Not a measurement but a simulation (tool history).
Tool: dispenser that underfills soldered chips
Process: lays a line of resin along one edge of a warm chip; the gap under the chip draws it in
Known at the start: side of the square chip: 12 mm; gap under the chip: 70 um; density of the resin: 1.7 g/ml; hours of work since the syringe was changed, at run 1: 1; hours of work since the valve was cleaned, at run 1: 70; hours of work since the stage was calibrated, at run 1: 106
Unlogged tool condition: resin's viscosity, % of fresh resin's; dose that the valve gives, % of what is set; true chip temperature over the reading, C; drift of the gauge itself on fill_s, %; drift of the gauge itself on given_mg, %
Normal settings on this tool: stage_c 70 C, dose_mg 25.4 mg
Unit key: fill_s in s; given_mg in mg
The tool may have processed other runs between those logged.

run	day	stage_c	dose_mg	hours of work since the syringe was changed	hours of work since the valve was cleaned	hours of work since the stage was calibrated	fill_s	given_mg
1	0	70	25.4	1	70	106	88.6	24.22
2	0.233	70	25.4	5	74	109	111.1	24.13
# day 0.421: new syringe of resin
3	0.442	70	25.4	0	77	113	88.4	24.14
4	0.567	70	31	2	79	115	96.1	29.35
5	0.708	70	25.7	5	81	117	110.7	24.26
# day 0.875: new syringe of resin
6	0.875	70	22.8	0	84	119	90.5	21.42
7	1.062	70	25.4	3	87	122	101.1	23.92
8	1.225	70	26.2	6	89	125	117.9	24.55
# day 1.338: new syringe of resin
9	1.438	70	26.2	2	93	128	94.3	24.37
10	1.617	70	26.2	5	96	131	110.2	24.32
# day 1.792: new syringe of resin
11	1.792	70	26.2	0	98	134	86.8	24.6
12	1.979	62	25.4	3	101	137	137.5	23.7
# day 2.242: new syringe of resin
13	2.242	70	25.5	0	105	141	87.2	23.39
14	2.438	70	25.4	3	108	144	102.1	23.55
15	2.554	70	25.4	5	110	146	112.3	23.34
# day 2.7: new syringe of resin
16	2.738	70	25.4	1	113	149	89.2	23.45
17	2.917	70	26.9	4	116	152	102.6	24.58
# day 3.15: new syringe of resin
18	3.162	70	26.9	0	120	156	88.5	24.61
19	3.338	70	26.9	3	123	158	100.4	24.65
20	3.558	70	26.9	7	126	162	123.7	24.38
# day 3.6: new syringe of resin
21	3.788	70	26.9	3	130	166	101.8	24.41
22	3.971	70	26.9	6	133	168	119.5	24.27
# day 4.062: new syringe of resin
23	4.229	79	22.2	3	137	172	75.1	19.88
24	4.417	79	27	6	140	176	82.6	24.23
# day 4.533: new syringe of resin
25	4.612	61	22.6	1	143	179	138	20.22
# day 4.675: dispensing valve cleaned and set on the balance
26	4.904	58	31.1	5	4	183	175.9	30.95
# day 5.025: new syringe of resin
27	5.129	66	22.7	2	7	186	109.3	22.69
28	5.242	66	22.7	4	9	188	121.5	22.56
# day 5.483: new syringe of resin
29	5.504	63	28.8	0	13	192	109.8	28.39
30	5.742	63	25.2	4	17	196	136.4	24.78
# day 5.942: new syringe of resin
31	6.008	83	31.8	1	21	200	55	31.38
32	6.196	84	28.5	4	24	203	63.7	27.98
# day 6.404: new syringe of resin
33	6.417	84	22.5	0	27	206	53.4	22.14
34	6.629	72	25.4	4	31	210	95.6	24.96
35	6.829	57	24.5	7	34	213	201.7	23.68
# day 6.875: new syringe of resin
36	6.983	57	24.5	2	36	215	155.9	24.05
37	7.146	70	23.1	4	39	218	111.7	22.55

Some steps in fill_s, run to run, broken into two amounts with sign: the step expected even without the hidden condition (settings, incoming material, random variation), and the rest, left for the hidden condition together with whatever gauge scatter is not in both the measured and the hidden-condition-free result:
Run 26 -> 27: stage_c 58 -> 66, dose_mg 31.1 -> 22.7, new syringe of resin. fill_s -66.6 s: hidden state -34.6, all else -32.
Run 30 -> 31: stage_c 63 -> 83, dose_mg 25.2 -> 31.8, new syringe of resin. fill_s -81.4 s: hidden state -21.3, all else -60.1.
Run 34 -> 35: stage_c 72 -> 57, dose_mg 25.4 -> 24.5. fill_s +106.1 s: hidden state +43.1, all else +63.
Run 35 -> 36: new syringe of resin. fill_s -45.8 s: hidden state -47, all else +1.2.
